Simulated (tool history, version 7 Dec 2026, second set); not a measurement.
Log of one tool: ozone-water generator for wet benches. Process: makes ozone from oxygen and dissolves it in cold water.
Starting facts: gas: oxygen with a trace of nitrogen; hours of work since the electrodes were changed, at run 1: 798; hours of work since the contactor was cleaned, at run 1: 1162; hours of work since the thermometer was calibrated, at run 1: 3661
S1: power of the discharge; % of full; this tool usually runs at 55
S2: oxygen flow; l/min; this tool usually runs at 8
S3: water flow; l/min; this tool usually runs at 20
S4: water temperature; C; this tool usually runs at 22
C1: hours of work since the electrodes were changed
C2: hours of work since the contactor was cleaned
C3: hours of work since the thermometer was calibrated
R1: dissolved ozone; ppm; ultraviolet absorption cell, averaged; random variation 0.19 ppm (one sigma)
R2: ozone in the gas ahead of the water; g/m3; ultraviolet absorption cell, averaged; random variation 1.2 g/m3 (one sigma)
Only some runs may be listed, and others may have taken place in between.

{"run": 1, "hour": 0.0, "S1": 55, "S2": 8, "S3": 20, "S4": 22, "C1": 798, "C2": 1162, "C3": 3661, "R1": 27.3, "R2": 211.3}
{"run": 2, "hour": 23.8, "S1": 55, "S2": 8, "S3": 20, "S4": 29, "C1": 820, "C2": 1184, "C3": 3682, "R1": 23.6, "R2": 211.4}
{"run": 3, "hour": 51.0, "S1": 55, "S2": 8, "S3": 20, "S4": 29, "C1": 845, "C2": 1210, "C3": 3708, "R1": 23.9, "R2": 211.8}
{"run": 4, "hour": 73.5, "S1": 55, "S2": 8, "S3": 20, "S4": 22, "C1": 866, "C2": 1230, "C3": 3728, "R1": 27.3, "R2": 211.4}
{"run": 5, "hour": 99.1, "S1": 55, "S2": 8, "S3": 20, "S4": 22, "C1": 890, "C2": 1254, "C3": 3752, "R1": 27.5, "R2": 212.1}
{"run": 6, "hour": 122.0, "S1": 55, "S2": 8, "S3": 20, "S4": 22, "C1": 911, "C2": 1275, "C3": 3773, "R1": 27.3, "R2": 212.6}
{"run": 7, "hour": 163.6, "S1": 55, "S2": 8, "S3": 20, "S4": 21, "C1": 949, "C2": 1314, "C3": 3812, "R1": 28.2, "R2": 213.1}
{"run": 8, "hour": 200.9, "S1": 55, "S2": 8, "S3": 20, "S4": 22, "C1": 984, "C2": 1348, "C3": 3846, "R1": 27.2, "R2": 211.5}
{"run": 9, "hour": 217.9, "S1": 55, "S2": 8, "S3": 20, "S4": 28, "C1": 1000, "C2": 1364, "C3": 3862, "R1": 24.4, "R2": 212.6}
{"run": 10, "hour": 251.5, "S1": 55, "S2": 8, "S3": 20, "S4": 18, "C1": 1031, "C2": 1395, "C3": 3893, "R1": 29.4, "R2": 210.4}
{"run": 11, "hour": 281.7, "S1": 55, "S2": 8, "S3": 20, "S4": 18, "C1": 1059, "C2": 1423, "C3": 3921, "R1": 29.4, "R2": 210.4}
{"run": 12, "hour": 303.7, "S1": 55, "S2": 8, "S3": 20, "S4": 18, "C1": 1079, "C2": 1443, "C3": 3941, "R1": 29.8, "R2": 210.9}
{"run": 13, "hour": 341.0, "S1": 55, "S2": 8, "S3": 20, "S4": 22, "C1": 1113, "C2": 1478, "C3": 3976, "R1": 27.6, "R2": 210.3}
{"run": 14, "hour": 363.8, "S1": 55, "S2": 8, "S3": 20, "S4": 19, "C1": 1134, "C2": 1499, "C3": 3997, "R1": 28.8, "R2": 213.1}
{"run": 15, "hour": 405.9, "S1": 55, "S2": 8, "S3": 20, "S4": 19, "C1": 1173, "C2": 1538, "C3": 4036, "R1": 29, "R2": 211.7}
{"run": 16, "hour": 430.3, "S1": 55, "S2": 8, "S3": 20, "S4": 19, "C1": 1196, "C2": 1560, "C3": 4058, "R1": 28.7, "R2": 212.4}
{"run": 17, "hour": 460.2, "S1": 55, "S2": 8, "S3": 20, "S4": 19, "C1": 1224, "C2": 1588, "C3": 4086, "R1": 29.1, "R2": 211.9}
{"run": 18, "hour": 486.4, "S1": 55, "S2": 8, "S3": 20, "S4": 19, "C1": 1248, "C2": 1612, "C3": 4110, "R1": 29, "R2": 213.6}
{"run": 19, "hour": 518.3, "S1": 93, "S2": 6.29, "S3": 20, "S4": 24, "C1": 1277, "C2": 1642, "C3": 4140, "R1": 37.3, "R2": 331.6}
{"run": 20, "hour": 553.6, "S1": 93, "S2": 12.67, "S3": 14, "S4": 24, "C1": 1310, "C2": 1674, "C3": 4172, "R1": 44.2, "R2": 248.3}
{"run": 21, "hour": 587.0, "S1": 55, "S2": 6.6, "S3": 20, "S4": 22, "C1": 1341, "C2": 1705, "C3": 4203, "R1": 27.2, "R2": 229.3}
{"run": 22, "hour": 610.5, "S1": 55, "S2": 6.6, "S3": 20, "S4": 22, "C1": 1362, "C2": 1727, "C3": 4225, "R1": 27.4, "R2": 228.9}
{"run": 23, "hour": 634.7, "S1": 98, "S2": 14.22, "S3": 17, "S4": 17, "C1": 1385, "C2": 1749, "C3": 4247, "R1": 47.9, "R2": 246.6}
{"run": 24, "hour": 658.7, "S1": 98, "S2": 14.22, "S3": 17, "S4": 17, "C1": 1407, "C2": 1771, "C3": 4269, "R1": 47.7, "R2": 244.4}
{"run": 25, "hour": 676.8, "S1": 79, "S2": 4.52, "S3": 30, "S4": 22, "C1": 1424, "C2": 1788, "C3": 4286, "R1": 22.6, "R2": 343.6}
{"run": 26, "hour": 697.4, "S1": 55, "S2": 13.78, "S3": 13, "S4": 15, "C1": 1443, "C2": 1807, "C3": 4305, "R1": 39.1, "R2": 168.1}
{"run": 27, "hour": 714.9, "S1": 55, "S2": 13.04, "S3": 22, "S4": 22, "C1": 1459, "C2": 1823, "C3": 4321, "R1": 24.6, "R2": 174.6}
{"run": 28, "hour": 745.2, "S1": 89, "S2": 5.9, "S3": 18, "S4": 23, "C1": 1487, "C2": 1851, "C3": 4349, "R1": 40, "R2": 337.1}
{"run": 29, "hour": 782.1, "S1": 89, "S2": 10.39, "S3": 21, "S4": 23, "C1": 1521, "C2": 1885, "C3": 4383, "R1": 35.3, "R2": 262.3}
{"run": 30, "hour": 823.6, "S1": 71, "S2": 4.74, "S3": 21, "S4": 23, "C1": 1559, "C2": 1924, "C3": 4422, "R1": 29.6, "R2": 316.8}

Below are 3 alternative next runs, each starting from the tool's condition after run 30. Predict each:
{"run": "A", "hour": 850.9, "S1": 71, "S2": 5.59, "S3": 21, "S4": 14, "C1": 1585, "C2": 1949, "C3": 4447, "R1": "?", "R2": "?"}
{"run": "B", "hour": 850.9, "S1": 51, "S2": 6.27, "S3": 20, "S4": 18, "C1": 1585, "C2": 1949, "C3": 4447, "R1": "?", "R2": "?"}
{"run": "C", "hour": 850.9, "S1": 48, "S2": 13.62, "S3": 19, "S4": 22, "C1": 1585, "C2": 1949, "C3": 4447, "R1": "?", "R2": "?"}

run=A R1=34.8 R2=293
run=B R1=27.4 R2=222.5
run=C R1=24.4 R2=153.4
Without the tool's unlogged condition, the same runs would have read:
run=A R1=34.8 R2=293.1
run=B R1=27.4 R2=222.6
run=C R1=24.4 R2=153.5

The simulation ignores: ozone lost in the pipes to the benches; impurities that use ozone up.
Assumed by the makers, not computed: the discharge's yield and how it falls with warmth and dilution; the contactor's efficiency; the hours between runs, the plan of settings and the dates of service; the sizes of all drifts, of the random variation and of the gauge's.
